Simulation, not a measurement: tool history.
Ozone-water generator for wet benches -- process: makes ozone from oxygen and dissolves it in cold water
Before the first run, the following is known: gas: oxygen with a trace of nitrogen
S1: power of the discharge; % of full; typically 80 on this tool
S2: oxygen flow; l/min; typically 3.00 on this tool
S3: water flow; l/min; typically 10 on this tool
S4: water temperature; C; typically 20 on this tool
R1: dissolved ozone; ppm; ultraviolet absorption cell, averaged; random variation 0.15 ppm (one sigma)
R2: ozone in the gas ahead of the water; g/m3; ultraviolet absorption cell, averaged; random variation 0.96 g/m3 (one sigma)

run,day,S1,S2,S3,S4,R1,R2
1,0.000,80,3.00,10,20,18.5,161.6
2,1.167,80,3.00,10,22,18.3,159.3
3,2.092,80,3.00,10,22,18.1,159.8
4,2.971,46,3.00,10,20,12.2,106.2
5,3.662,46,3.00,10,20,12.4,107.2
6,5.175,46,3.00,10,20,12.3,107.3
7,6.212,80,3.00,10,17,19.7,161.5
8,7.196,80,3.00,10,17,19.6,160.6
9,8.754,80,3.00,10,20,18.6,160.8
10,9.729,80,1.62,10,20,18.3,225.5
11,10.521,90,1.76,10,20,20.4,235.0
12,11.200,72,3.00,9,20,18.6,148.6
13,12.317,80,3.00,12,20,16.1,159.5

What if the next run were any one of these 4? Each begins from the tool's condition after run 13:
A,13.046,80,1.91,10,20,?,?
B,13.046,80,3.00,8,15,?,?
C,13.046,80,3.00,10,20,?,?
D,13.046,80,3.00,8,20,?,?

run,R1,R2
A,18.8,205.6
B,23.8,159.9
C,18.9,159.0
D,22.5,160.8
What these runs would have given with no unlogged condition in the tool:
run,R1,R2
A,19.4,210.0
B,24.6,163.4
C,19.5,162.5
D,23.1,164.3
